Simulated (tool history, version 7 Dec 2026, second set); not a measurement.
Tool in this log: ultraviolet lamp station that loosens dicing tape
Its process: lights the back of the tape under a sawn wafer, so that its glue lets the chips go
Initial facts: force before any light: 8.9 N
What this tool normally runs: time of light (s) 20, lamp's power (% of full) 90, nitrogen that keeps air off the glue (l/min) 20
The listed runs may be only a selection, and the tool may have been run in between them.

| run | day | time of light (s) | lamp's power (% of full) | nitrogen that keeps air off the glue (l/min) | force that peels the tape off (N) | light that reached the tape (mJ/cm2) |
|---|---|---|---|---|---|---|
| 1 | 0.000 | 20 | 90 | 20 | 0.415 | 363 |
| 2 | 0.712 | 20 | 90 | 20 | 0.399 | 362 |
| 3 | 1.408 | 20 | 90 | 20 | 0.416 | 361 |
|  | 1.921 | window cleaned of glue's vapour |
| 4 | 2.042 | 20 | 90 | 20 | 0.426 | 359 |
| 5 | 2.412 | 20 | 90 | 20 | 0.420 | 360 |
| 6 | 2.871 | 20 | 90 | 20 | 0.418 | 360 |
| 7 | 3.425 | 20 | 90 | 20 | 0.416 | 363 |
| 8 | 3.921 | 20 | 90 | 20 | 0.419 | 363 |
| 9 | 4.496 | 17 | 90 | 20 | 0.601 | 311 |
| 10 | 4.842 | 20 | 90 | 20 | 0.438 | 362 |
| 11 | 5.296 | 20 | 90 | 20 | 0.434 | 367 |
| 12 | 5.988 | 20 | 90 | 20 | 0.428 | 364 |
| 13 | 6.496 | 23 | 90 | 20 | 0.301 | 420 |
| 14 | 7.142 | 23 | 90 | 20 | 0.301 | 414 |
| 15 | 7.592 | 28 | 90 | 20 | 0.205 | 504 |
| 16 | 7.900 | 28 | 90 | 20 | 0.203 | 505 |
| 17 | 8.446 | 28 | 90 | 20 | 0.213 | 510 |
| 18 | 8.867 | 20 | 90 | 20 | 0.431 | 360 |
| 19 | 9.262 | 20 | 90 | 20 | 0.407 | 362 |
| 20 | 9.812 | 20 | 90 | 20 | 0.409 | 363 |
| 21 | 10.417 | 20 | 90 | 20 | 0.401 | 359 |
| 22 | 11.079 | 20 | 90 | 20 | 0.420 | 359 |
| 23 | 11.592 | 22 | 88 | 24 | 0.292 | 385 |
| 24 | 11.971 | 22 | 88 | 24 | 0.290 | 385 |
| 25 | 12.346 | 22 | 88 | 33 | 0.221 | 386 |
| 26 | 12.733 | 15 | 90 | 8 | 1.737 | 274 |
| 27 | 13.417 | 15 | 90 | 8 | 1.690 | 269 |
| 28 | 13.962 | 15 | 90 | 8 | 1.701 | 272 |
| 29 | 14.417 | 13 | 99 | 14 | 1.204 | 254 |
| 30 | 14.804 | 13 | 99 | 14 | 1.189 | 259 |
| 31 | 15.492 | 13 | 75 | 20 | 1.533 | 201 |
| 32 | 16.038 | 10 | 68 | 12 | 3.242 | 138 |
|  | 16.592 | window cleaned of glue's vapour |
| 33 | 16.688 | 10 | 68 | 12 | 3.338 | 134 |
| 34 | 17.383 | 11 | 95 | 11 | 2.028 | 208 |
| 35 | 17.762 | 37 | 73 | 7 | 0.484 | 542 |
| 36 | 18.425 | 37 | 73 | 7 | 0.465 | 546 |
| 37 | 19.046 | 18 | 90 | 15 | 0.712 | 326 |
| 38 | 19.396 | 18 | 90 | 15 | 0.700 | 325 |
| 39 | 19.979 | 20 | 76 | 20 | 0.642 | 303 |
| 40 | 20.292 | 23 | 67 | 30 | 0.410 | 309 |
| 41 | 20.796 | 23 | 64 | 29 | 0.481 | 297 |
| 42 | 21.271 | 23 | 64 | 29 | 0.487 | 301 |
| 43 | 21.600 | 23 | 64 | 29 | 0.473 | 294 |

Forecast each of these 4 alternatives for the next run:
| A | 21.950 | 23 | 64 | 17 | ? | ? |
| B | 21.950 | 28 | 98 | 29 | ? | ? |
| C | 21.950 | 19 | 73 | 33 | ? | ? |
| D | 21.950 | 11 | 72 | 18 | ? | ? |

| run | force that peels the tape off (N) | light that reached the tape (mJ/cm2) |
|---|---|---|
| A | 0.749 | 292 |
| B | 0.153 | 552 |
| C | 0.490 | 281 |
| D | 2.174 | 160 |
What these runs would have given with no unlogged condition in the tool:
| run | force that peels the tape off (N) | light that reached the tape (mJ/cm2) |
|---|---|---|
| A | 0.745 | 293 |
| B | 0.153 | 553 |
| C | 0.487 | 282 |
| D | 2.167 | 160 |

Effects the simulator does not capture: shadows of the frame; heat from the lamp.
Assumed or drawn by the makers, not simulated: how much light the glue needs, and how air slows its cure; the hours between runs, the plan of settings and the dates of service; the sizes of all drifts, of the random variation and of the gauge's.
